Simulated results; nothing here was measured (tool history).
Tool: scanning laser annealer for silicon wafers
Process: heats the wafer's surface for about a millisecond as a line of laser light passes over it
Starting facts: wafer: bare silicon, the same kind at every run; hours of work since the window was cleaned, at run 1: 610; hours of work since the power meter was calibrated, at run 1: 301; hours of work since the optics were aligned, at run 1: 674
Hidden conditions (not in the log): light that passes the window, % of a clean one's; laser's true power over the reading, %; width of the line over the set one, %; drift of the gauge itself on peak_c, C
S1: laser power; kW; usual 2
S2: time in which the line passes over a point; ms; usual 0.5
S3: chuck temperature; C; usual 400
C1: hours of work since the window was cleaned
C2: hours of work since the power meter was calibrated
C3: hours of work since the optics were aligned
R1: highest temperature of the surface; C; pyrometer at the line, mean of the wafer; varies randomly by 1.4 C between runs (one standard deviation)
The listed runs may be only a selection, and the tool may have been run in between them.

run,hour,S1,S2,S3,C1,C2,C3,R1
1,0,2,0.5,400,610,301,674,1139
2,29.9,2,0.5,400,629,320,693,1136
3,79.4,2,0.5,409,661,352,725,1143
# hour 104.2: window over the wafer cleaned
4,124.6,2,0.5,409,13,379,752,1164
# hour 130.6: laser's power meter calibrated
5,169.3,1.915,0.5,400,39,25,779,1124
6,204.4,1.915,0.363,400,62,47,801,1007
7,250.9,1.915,0.571,400,91,76,831,1182
8,309.3,1.738,0.5,393,128,114,868,1053
9,340.3,1.738,0.5,393,148,133,887,1054

Estimate the outcome of run 10 from the log above:
10,391.8,1.738,0.5,393,181,166,920,?

{"run 10": {"R1": 1052}}
Were there no unlogged condition in the tool, this run, its random variation unchanged, would have produced R1 1060 C.
